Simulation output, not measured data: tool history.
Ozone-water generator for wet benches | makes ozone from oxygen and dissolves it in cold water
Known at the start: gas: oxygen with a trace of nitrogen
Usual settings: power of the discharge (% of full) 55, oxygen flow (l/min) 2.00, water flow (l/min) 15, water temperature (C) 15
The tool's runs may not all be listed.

run,day,power of the discharge (% of full),oxygen flow (l/min),water flow (l/min),water temperature (C),dissolved ozone (ppm),ozone in the gas ahead of the water (g/m3)
1,0.000,55,2.00,15,15,7.6,134.3
2,1.896,55,2.00,15,15,7.7,132.9
3,4.333,55,2.00,15,15,7.6,133.5
4,7.262,62,2.00,15,15,8.2,145.3
5,9.600,62,2.00,15,15,8.3,146.2
6,11.838,62,2.00,15,15,8.5,147.3
7,14.088,62,2.00,15,15,8.3,144.7
8,15.946,62,2.00,15,15,8.2,145.0
# day 16.254: contactor cleaned
9,18.104,62,2.00,15,15,8.3,146.0
10,20.092,55,2.00,10,15,11.1,131.8
# day 20.608: contactor cleaned, once more
11,22.912,55,2.00,10,15,12.0,132.6
12,24.958,55,2.00,10,15,12.0,133.6
13,26.517,55,2.00,13,13,9.3,132.8
14,29.358,63,1.35,13,13,9.2,175.5

The next listed run, before its measurement:
15,32.346,59,2.00,18,15,?,?

{"run 15": {"dissolved ozone (ppm)": 6.8, "ozone in the gas ahead of the water (g/m3)": 139.0}}
Without the tool's hidden state the same run would have given dissolved ozone (ppm) 7.2, ozone in the gas ahead of the water (g/m3) 144.8.
